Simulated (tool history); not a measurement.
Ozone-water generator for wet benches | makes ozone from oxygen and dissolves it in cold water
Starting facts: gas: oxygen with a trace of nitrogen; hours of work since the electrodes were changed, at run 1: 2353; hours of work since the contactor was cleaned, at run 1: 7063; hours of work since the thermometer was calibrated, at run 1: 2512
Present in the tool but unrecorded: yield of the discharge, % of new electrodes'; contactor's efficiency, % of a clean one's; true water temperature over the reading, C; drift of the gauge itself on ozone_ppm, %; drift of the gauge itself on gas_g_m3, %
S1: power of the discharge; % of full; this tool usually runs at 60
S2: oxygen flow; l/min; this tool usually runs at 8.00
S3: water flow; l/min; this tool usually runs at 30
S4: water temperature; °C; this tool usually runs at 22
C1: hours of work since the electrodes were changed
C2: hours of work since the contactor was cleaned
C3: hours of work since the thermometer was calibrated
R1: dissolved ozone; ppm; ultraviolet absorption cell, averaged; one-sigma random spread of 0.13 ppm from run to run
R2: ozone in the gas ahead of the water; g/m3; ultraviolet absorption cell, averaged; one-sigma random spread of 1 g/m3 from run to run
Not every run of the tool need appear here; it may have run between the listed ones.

| run | hour | S1 | S2 | S3 | S4 | C1 | C2 | C3 | R1 | R2 |
|---|---|---|---|---|---|---|---|---|---|---|
| 1 | 0.0 | 60 | 8.00 | 30 | 22 | 2353 | 7063 | 2512 | 14.5 | 179.8 |
| 2 | 202.4 | 60 | 8.00 | 30 | 22 | 2492 | 7202 | 2651 | 14.4 | 180.7 |
| 3 | 313.3 | 60 | 8.00 | 30 | 22 | 2568 | 7278 | 2727 | 14.5 | 181.2 |
| 4 | 410.9 | 60 | 8.00 | 30 | 22 | 2635 | 7345 | 2794 | 14.5 | 181.5 |
| 5 | 606.0 | 60 | 8.00 | 30 | 28 | 2768 | 7479 | 2928 | 13.0 | 182.3 |
| 6 | 705.5 | 68 | 8.00 | 30 | 22 | 2837 | 7547 | 2996 | 15.5 | 196.8 |
| 7 | 904.5 | 68 | 4.18 | 30 | 22 | 2973 | 7683 | 3133 | 15.4 | 285.5 |
| 8 | 1013.1 | 68 | 4.18 | 30 | 22 | 3048 | 7758 | 3207 | 15.3 | 287.6 |
| 9 | 1111.7 | 94 | 4.56 | 47 | 14 | 3115 | 7825 | 3275 | 12.8 | 343.3 |
| 10 | 1276.6 | 79 | 7.50 | 47 | 27 | 3228 | 7939 | 3388 | 10.7 | 227.1 |
| 11 | 1362.8 | 70 | 5.98 | 22 | 24 | 3287 | 7998 | 3447 | 20.8 | 235.1 |
| 12 | 1559.9 | 70 | 5.98 | 22 | 24 | 3423 | 8133 | 3582 | 20.6 | 236.1 |

Run 13 comes next. What will it give?
| 13 | 1759.7 | 75 | 5.98 | 19 | 19 | 3560 | 8270 | 3719 | ? | ? |

{"run 13": {"R1": 26.6, "R2": 247.0}}
Were there no unlogged condition in the tool, this run, its random variation unchanged, would have produced R1 26.7 ppm, R2 252.3 g/m3.

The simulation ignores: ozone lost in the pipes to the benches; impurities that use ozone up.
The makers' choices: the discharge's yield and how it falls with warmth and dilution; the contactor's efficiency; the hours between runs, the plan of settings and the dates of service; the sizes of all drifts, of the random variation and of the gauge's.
